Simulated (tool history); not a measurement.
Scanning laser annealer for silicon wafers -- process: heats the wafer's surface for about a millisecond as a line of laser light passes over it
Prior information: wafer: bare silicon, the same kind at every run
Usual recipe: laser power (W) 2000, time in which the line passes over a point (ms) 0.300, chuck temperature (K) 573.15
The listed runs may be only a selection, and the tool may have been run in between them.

| run | hour | laser power (W) | time in which the line passes over a point (ms) | chuck temperature (K) | highest temperature of the surface (K) |
|---|---|---|---|---|---|
| 1 | 0.0 | 2000 | 0.300 | 573.15 | 1265.15 |
| 2 | 73.2 | 2000 | 0.300 | 564.15 | 1254.15 |
| 3 | 165.8 | 2000 | 0.280 | 573.15 | 1232.15 |
|  | 206.2 | window over the wafer cleaned |
| 4 | 206.2 | 1905 | 0.300 | 573.15 | 1247.15 |
| 5 | 291.2 | 1905 | 0.300 | 573.15 | 1243.15 |
| 6 | 384.1 | 1905 | 0.300 | 573.15 | 1240.15 |
| 7 | 459.2 | 1905 | 0.300 | 573.15 | 1241.15 |
| 8 | 542.1 | 1905 | 0.300 | 573.15 | 1235.15 |
| 9 | 623.3 | 2000 | 0.300 | 555.15 | 1255.15 |
| 10 | 698.9 | 1915 | 0.300 | 573.15 | 1235.15 |
| 11 | 765.1 | 2000 | 0.340 | 573.15 | 1313.15 |
| 12 | 828.4 | 2000 | 0.300 | 564.15 | 1254.15 |
| 13 | 880.1 | 2000 | 0.300 | 544.15 | 1230.15 |
| 14 | 946.7 | 2000 | 0.300 | 544.15 | 1230.15 |
| 15 | 1021.7 | 2000 | 0.300 | 573.15 | 1257.15 |
| 16 | 1071.6 | 2000 | 0.300 | 559.15 | 1242.15 |
| 17 | 1123.9 | 2000 | 0.215 | 559.15 | 1129.15 |
| 18 | 1165.6 | 2000 | 0.215 | 559.15 | 1125.15 |
|  | 1233.4 | window over the wafer cleaned |
| 19 | 1260.4 | 1835 | 0.216 | 573.15 | 1109.15 |
| 20 | 1338.2 | 2128 | 0.300 | 573.15 | 1323.15 |
| 21 | 1400.6 | 2128 | 0.280 | 573.15 | 1295.15 |
| 22 | 1485.9 | 1905 | 0.300 | 577.15 | 1239.15 |
| 23 | 1566.4 | 1858 | 0.218 | 560.15 | 1101.15 |
|  | 1651.8 | optics aligned, line set to its width |
| 24 | 1666.3 | 1858 | 0.218 | 560.15 | 1106.15 |
| 25 | 1731.1 | 2083 | 0.212 | 573.15 | 1186.15 |
| 26 | 1774.9 | 1720 | 0.301 | 573.15 | 1169.15 |
| 27 | 1839.0 | 1720 | 0.301 | 573.15 | 1168.15 |
| 28 | 1909.8 | 2000 | 0.301 | 593.15 | 1293.15 |
| 29 | 1977.6 | 2000 | 0.366 | 584.15 | 1353.15 |
| 30 | 2041.4 | 2000 | 0.366 | 584.15 | 1357.15 |
| 31 | 2092.8 | 2000 | 0.260 | 581.15 | 1220.15 |
| 32 | 2148.4 | 1786 | 0.300 | 573.15 | 1180.15 |
| 33 | 2198.8 | 1786 | 0.300 | 573.15 | 1179.15 |
|  | 2263.8 | window over the wafer cleaned |
| 34 | 2286.5 | 1786 | 0.300 | 573.15 | 1202.15 |
| 35 | 2363.9 | 1786 | 0.300 | 573.15 | 1197.15 |

Consider 4 possible next runs. They are alternatives, not a sequence: every one starts from the tool as it was left by run 35. What does each give?
| A | 2457.3 | 2166 | 0.300 | 547.15 | ? |
| B | 2457.3 | 2000 | 0.284 | 569.15 | ? |
| C | 2457.3 | 2161 | 0.302 | 607.15 | ? |
| D | 2457.3 | 1724 | 0.300 | 558.15 | ? |

| run | highest temperature of the surface (K) |
|---|---|
| A | 1316.15 |
| B | 1251.15 |
| C | 1377.15 |
| D | 1151.15 |
With the hidden condition removed and each run's random variation left untouched, the same runs would have given:
| run | highest temperature of the surface (K) |
|---|---|
| A | 1326.15 |
| B | 1260.15 |
| C | 1387.15 |
| D | 1158.15 |

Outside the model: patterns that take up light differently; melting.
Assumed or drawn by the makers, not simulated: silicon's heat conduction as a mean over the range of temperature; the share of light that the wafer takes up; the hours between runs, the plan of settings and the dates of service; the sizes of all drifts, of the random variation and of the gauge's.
